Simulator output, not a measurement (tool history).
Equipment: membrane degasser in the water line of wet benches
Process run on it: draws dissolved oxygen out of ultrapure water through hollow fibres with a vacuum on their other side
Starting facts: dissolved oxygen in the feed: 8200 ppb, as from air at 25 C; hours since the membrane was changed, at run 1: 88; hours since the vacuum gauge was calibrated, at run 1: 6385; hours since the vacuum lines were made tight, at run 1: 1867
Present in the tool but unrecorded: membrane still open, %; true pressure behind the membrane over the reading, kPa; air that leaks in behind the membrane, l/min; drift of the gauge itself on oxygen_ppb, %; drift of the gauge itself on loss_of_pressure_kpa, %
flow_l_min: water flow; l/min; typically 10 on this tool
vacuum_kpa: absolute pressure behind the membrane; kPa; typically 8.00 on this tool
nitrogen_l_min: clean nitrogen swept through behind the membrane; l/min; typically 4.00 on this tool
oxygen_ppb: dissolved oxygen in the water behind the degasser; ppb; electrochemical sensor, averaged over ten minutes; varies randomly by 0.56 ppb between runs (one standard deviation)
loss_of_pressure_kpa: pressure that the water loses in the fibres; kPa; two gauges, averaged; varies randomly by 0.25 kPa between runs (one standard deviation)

run	day	flow_l_min	vacuum_kpa	nitrogen_l_min	hours since the membrane was changed	hours since the vacuum gauge was calibrated	hours since the vacuum lines were made tight	oxygen_ppb	loss_of_pressure_kpa
1	0.000	10	8.00	4.00	88	6385	1867	49.5	64.89
2	1.592	9	8.00	4.00	126	6424	1905	41.7	58.91
3	2.479	9	8.00	4.00	147	6445	1927	42.2	58.88
4	4.208	9	8.00	4.00	189	6486	1968	43.1	58.99
5	5.121	6	8.00	4.00	211	6508	1990	22.5	39.40
6	6.375	10	8.00	3.16	241	6538	2020	58.8	65.05
7	7.662	10	8.00	3.16	272	6569	2051	57.6	65.13
8	8.621	10	8.00	4.00	295	6592	2074	49.3	65.15
9	9.579	10	8.00	4.00	318	6615	2097	49.6	65.17
10	11.688	10	8.00	4.00	368	6666	2148	50.0	65.40
11	12.883	10	8.00	3.07	397	6695	2176	59.9	65.55
12	14.804	14	8.00	3.07	443	6741	2223	98.7	91.61
13	15.921	6	6.56	3.07	470	6768	2249	21.8	39.19
# day 16.142: vacuum gauge calibrated
14	16.917	10	8.00	7.52	493	19	2273	35.4	65.57
15	18.638	7	8.00	4.00	534	60	2314	28.6	46.07
16	20.588	12	15.92	1.96	581	107	2361	220.8	78.16
17	21.683	10	19.82	7.49	608	133	2387	74.7	65.34
18	22.821	10	19.82	7.49	635	160	2414	75.6	65.28
19	24.896	10	19.82	7.49	685	210	2464	76.4	65.29
20	26.842	10	19.82	7.49	731	257	2511	75.7	65.11
# day 28.767: vacuum gauge calibrated, once more
21	29.046	10	19.82	7.49	784	7	2563	74.1	65.45
22	29.933	10	19.82	7.49	805	28	2585	73.8	65.35

Subtracting, for every run, the result it would have given without the tool's unlogged condition from the measured result gives the following. The same run-to-run variation enters both numbers; the gauge's scatter may not:
run	oxygen_ppb
1	+1.8
2	+1.7
3	+1.7
4	+1.7
5	+1.2
6	+2.4
7	+2.5
8	+2.0
9	+2.0
10	+2.1
11	+2.6
12	+3.7
13	+1.6
14	+1.4
15	+1.7
16	+5.9
17	+1.8
18	+1.8
19	+1.8
20	+1.9
21	+0.9
22	+0.8
loss_of_pressure_kpa: at most 0.24 kPa away from the measurement, every run.

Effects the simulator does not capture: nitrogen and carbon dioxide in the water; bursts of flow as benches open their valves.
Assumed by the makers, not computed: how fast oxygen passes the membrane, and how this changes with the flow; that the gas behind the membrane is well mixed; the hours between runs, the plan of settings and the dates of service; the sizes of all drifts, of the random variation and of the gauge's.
